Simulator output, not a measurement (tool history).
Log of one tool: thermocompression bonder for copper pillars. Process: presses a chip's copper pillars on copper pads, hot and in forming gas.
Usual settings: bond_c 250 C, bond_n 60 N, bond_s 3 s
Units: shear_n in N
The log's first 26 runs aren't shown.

| run | hour | bond_c | bond_n | bond_s | hours of work since the heater was calibrated | hours of work since the force cell was calibrated | hours of work since the gas filter was changed | shear_n |
|---|---|---|---|---|---|---|---|---|
| 27 | 295.1 | 232 | 86 | 5 | 277 | 314 | 239 | 59.8 |
| 28 | 310.8 | 232 | 86 | 5 | 284 | 321 | 246 | 58.3 |
| 29 | 320.8 | 260 | 47 | 6 | 288 | 325 | 250 | 59 |
|  | 322.8 | forming gas filter changed |
| 30 | 334.8 | 260 | 47 | 6 | 294 | 331 | 5 | 61.8 |
| 31 | 345.9 | 260 | 47 | 6 | 298 | 336 | 10 | 61.3 |
| 32 | 355.4 | 277 | 60 | 5 | 302 | 340 | 14 | 79.4 |
| 33 | 370.9 | 226 | 76 | 7 | 309 | 346 | 21 | 56.8 |
| 34 | 386.5 | 226 | 76 | 7 | 316 | 353 | 27 | 57.5 |
| 35 | 402.4 | 226 | 76 | 7 | 322 | 360 | 34 | 55.7 |

3 ways to go on from here, each from the tool as it stands after run 35. What would each give?
| A | 411.5 | 251 | 79 | 6 | 326 | 364 | 38 | ? |
| B | 411.5 | 226 | 76 | 2 | 326 | 364 | 38 | ? |
| C | 411.5 | 250 | 64 | 3 | 326 | 364 | 38 | ? |

| run | shear_n |
|---|---|
| A | 75.1 |
| B | 37.6 |
| C | 54.1 |
Without the tool's hidden state the same runs would have given:
| run | shear_n |
|---|---|
| A | 72 |
| B | 34.4 |
| C | 50.4 |
